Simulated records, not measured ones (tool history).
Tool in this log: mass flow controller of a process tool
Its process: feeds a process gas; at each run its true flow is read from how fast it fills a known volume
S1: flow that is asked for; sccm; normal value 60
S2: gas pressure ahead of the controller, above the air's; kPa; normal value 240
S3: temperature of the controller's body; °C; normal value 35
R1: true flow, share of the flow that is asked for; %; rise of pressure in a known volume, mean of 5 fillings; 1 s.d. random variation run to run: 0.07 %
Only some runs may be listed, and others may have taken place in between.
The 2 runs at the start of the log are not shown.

Run 3, hour 731.8: usual settings but S1 135 sccm. Result: R1 98.17 %.
Run 4, hour 967.5: usual settings but S1 135 sccm. Result: R1 97.96 %.
Run 5, hour 1154.3: usual settings but S1 135 sccm. Result: R1 98.12 %.
Run 6, hour 1422.0: usual settings but S1 135 sccm. Result: R1 98.09 %.
Run 7, hour 1585.0: usual settings but S1 135 sccm. Result: R1 98.12 %.
Run 8, hour 1833.1: usual settings but S1 135 sccm. Result: R1 98.02 %.
Run 9, hour 2134.7: usual settings. Result: R1 97.14 %.
Run 10, hour 2523.5: usual settings but S3 37 °C. Result: R1 96.99 %.
Run 11, hour 2859.4: usual settings but S3 37 °C. Result: R1 96.91 %.
Run 12, hour 3176.4: usual settings but S3 37 °C. Result: R1 96.63 %.
Run 13, hour 3579.1: usual settings. Result: R1 96.78 %.
Run 14, hour 3911.7: usual settings but S2 156 kPa. Result: R1 96.94 %.
Run 15, hour 4275.5: usual settings but S2 156 kPa. Result: R1 96.90 %.
Run 16, hour 4444.0: usual settings but S2 156 kPa. Result: R1 96.79 %.
Run 17, hour 4701.4: usual settings but S3 21 °C. Result: R1 97.19 %.
Run 18, hour 5062.3: usual settings. Result: R1 96.23 %.
Run 19, hour 5323.8: usual settings. Result: R1 96.22 %.
Run 20, hour 5618.3: usual settings. Result: R1 96.01 %.
At hour 5642.0: controller's zero set anew.
Run 21, hour 5935.4: usual settings. Result: R1 95.41 %.
Run 22, hour 6285.2: usual settings. Result: R1 95.36 %.
Run 23, hour 6517.2: usual settings. Result: R1 95.34 %.
Run 24, hour 6800.4: usual settings. Result: R1 95.34 %.

Estimate the outcome of run 25 from the log above:
Run 25, hour 7065.1: usual settings. Result: R1 ?.

R1: 95.07 %
If the tool had no hidden condition, the same run with the same run-to-run variation would have returned R1 98.64 %.

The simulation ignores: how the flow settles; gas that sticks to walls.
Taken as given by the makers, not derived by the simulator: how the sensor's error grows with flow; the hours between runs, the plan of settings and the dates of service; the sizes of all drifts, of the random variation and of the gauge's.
